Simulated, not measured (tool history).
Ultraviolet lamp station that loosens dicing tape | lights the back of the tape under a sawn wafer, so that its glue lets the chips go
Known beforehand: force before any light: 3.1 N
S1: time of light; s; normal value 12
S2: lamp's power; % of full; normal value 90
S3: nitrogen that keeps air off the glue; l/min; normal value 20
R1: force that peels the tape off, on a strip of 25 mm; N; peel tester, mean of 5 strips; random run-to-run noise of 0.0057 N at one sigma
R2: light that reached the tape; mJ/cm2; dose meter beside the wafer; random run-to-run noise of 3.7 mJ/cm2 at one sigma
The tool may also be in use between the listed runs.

{"run": 1, "day": 0.0, "S1": 12, "S2": 90, "S3": 20, "R1": 0.231, "R2": 615}
{"run": 2, "day": 1.171, "S1": 12, "S2": 90, "S3": 20, "R1": 0.222, "R2": 618}
{"run": 3, "day": 3.075, "S1": 12, "S2": 90, "S3": 20, "R1": 0.23, "R2": 619}
{"run": 4, "day": 4.821, "S1": 12, "S2": 90, "S3": 20, "R1": 0.232, "R2": 619}
{"run": 5, "day": 6.071, "S1": 12, "S2": 90, "S3": 20, "R1": 0.236, "R2": 613}
{"run": 6, "day": 7.404, "S1": 12, "S2": 90, "S3": 20, "R1": 0.22, "R2": 628}
{"run": 7, "day": 9.054, "S1": 12, "S2": 90, "S3": 20, "R1": 0.23, "R2": 622}
{"run": 8, "day": 10.312, "S1": 12, "S2": 90, "S3": 20, "R1": 0.229, "R2": 623}
{"day": 11.246, "done": "window cleaned of glue's vapour"}
{"run": 9, "day": 12.279, "S1": 12, "S2": 90, "S3": 20, "R1": 0.234, "R2": 621}
{"run": 10, "day": 13.842, "S1": 12, "S2": 90, "S3": 20, "R1": 0.224, "R2": 620}
{"run": 11, "day": 15.733, "S1": 12, "S2": 63, "S3": 20, "R1": 0.368, "R2": 438}
{"run": 12, "day": 17.175, "S1": 12, "S2": 90, "S3": 20, "R1": 0.234, "R2": 623}
{"run": 13, "day": 18.838, "S1": 12, "S2": 90, "S3": 20, "R1": 0.232, "R2": 622}
{"run": 14, "day": 19.875, "S1": 12, "S2": 77, "S3": 20, "R1": 0.287, "R2": 534}
{"run": 15, "day": 21.162, "S1": 14, "S2": 90, "S3": 20, "R1": 0.199, "R2": 737}
{"run": 16, "day": 23.112, "S1": 12, "S2": 90, "S3": 20, "R1": 0.229, "R2": 626}
{"run": 17, "day": 24.075, "S1": 12, "S2": 90, "S3": 13, "R1": 0.278, "R2": 632}
{"run": 18, "day": 24.967, "S1": 12, "S2": 90, "S3": 13, "R1": 0.271, "R2": 634}
{"run": 19, "day": 26.45, "S1": 12, "S2": 90, "S3": 28, "R1": 0.193, "R2": 636}
{"run": 20, "day": 28.579, "S1": 12, "S2": 96, "S3": 20, "R1": 0.211, "R2": 669}
{"run": 21, "day": 30.771, "S1": 12, "S2": 96, "S3": 20, "R1": 0.206, "R2": 683}
{"day": 31.746, "done": "gauge calibrated"}
{"run": 22, "day": 32.038, "S1": 12, "S2": 90, "S3": 16, "R1": 0.259, "R2": 616}
{"run": 23, "day": 33.208, "S1": 12, "S2": 90, "S3": 16, "R1": 0.254, "R2": 617}
{"run": 24, "day": 34.583, "S1": 22, "S2": 90, "S3": 14, "R1": 0.164, "R2": 1138}
{"day": 36.392, "done": "window cleaned of glue's vapour"}
{"run": 25, "day": 36.462, "S1": 22, "S2": 90, "S3": 14, "R1": 0.17, "R2": 1130}
{"run": 26, "day": 37.433, "S1": 12, "S2": 88, "S3": 7, "R1": 0.409, "R2": 607}
{"run": 27, "day": 39.133, "S1": 12, "S2": 70, "S3": 7, "R1": 0.578, "R2": 492}
{"run": 28, "day": 41.008, "S1": 21, "S2": 87, "S3": 15, "R1": 0.162, "R2": 1048}
{"run": 29, "day": 43.004, "S1": 17, "S2": 62, "S3": 16, "R1": 0.26, "R2": 604}
{"run": 30, "day": 44.388, "S1": 17, "S2": 62, "S3": 16, "R1": 0.252, "R2": 610}
{"run": 31, "day": 45.383, "S1": 17, "S2": 62, "S3": 16, "R1": 0.246, "R2": 610}
{"run": 32, "day": 46.429, "S1": 15, "S2": 88, "S3": 20, "R1": 0.183, "R2": 762}
{"run": 33, "day": 48.162, "S1": 13, "S2": 82, "S3": 9, "R1": 0.355, "R2": 620}
{"run": 34, "day": 49.296, "S1": 22, "S2": 75, "S3": 16, "R1": 0.166, "R2": 955}
{"run": 35, "day": 51.288, "S1": 22, "S2": 75, "S3": 16, "R1": 0.171, "R2": 960}
{"run": 36, "day": 53.388, "S1": 6, "S2": 63, "S3": 10, "R1": 1.228, "R2": 219}
{"run": 37, "day": 55.279, "S1": 10, "S2": 63, "S3": 11, "R1": 0.673, "R2": 365}
{"run": 38, "day": 56.167, "S1": 10, "S2": 63, "S3": 11, "R1": 0.682, "R2": 365}
{"day": 57.971, "done": "lamp changed"}
{"run": 39, "day": 58.329, "S1": 10, "S2": 86, "S3": 12, "R1": 0.395, "R2": 504}
{"run": 40, "day": 59.967, "S1": 10, "S2": 80, "S3": 14, "R1": 0.405, "R2": 472}
{"day": 61.533, "done": "window cleaned of glue's vapour"}
{"run": 41, "day": 61.604, "S1": 8, "S2": 90, "S3": 20, "R1": 0.408, "R2": 427}
{"run": 42, "day": 63.462, "S1": 12, "S2": 79, "S3": 20, "R1": 0.267, "R2": 559}

Alternative continuations, all from the tool just after run 42; predict every row:
{"run": "A", "day": 65.004, "S1": 16, "S2": 79, "S3": 20, "R1": "?", "R2": "?"}
{"run": "B", "day": 65.004, "S1": 12, "S2": 83, "S3": 32, "R1": "?", "R2": "?"}
{"run": "C", "day": 65.004, "S1": 12, "S2": 79, "S3": 38, "R1": "?", "R2": "?"}

run=A R1=0.193 R2=743
run=B R1=0.210 R2=584
run=C R1=0.213 R2=556
The same runs, with their run-to-run variation unchanged, on a tool lacking any hidden condition would have given:
run=A R1=0.193 R2=721
run=B R1=0.210 R2=567
run=C R1=0.213 R2=540
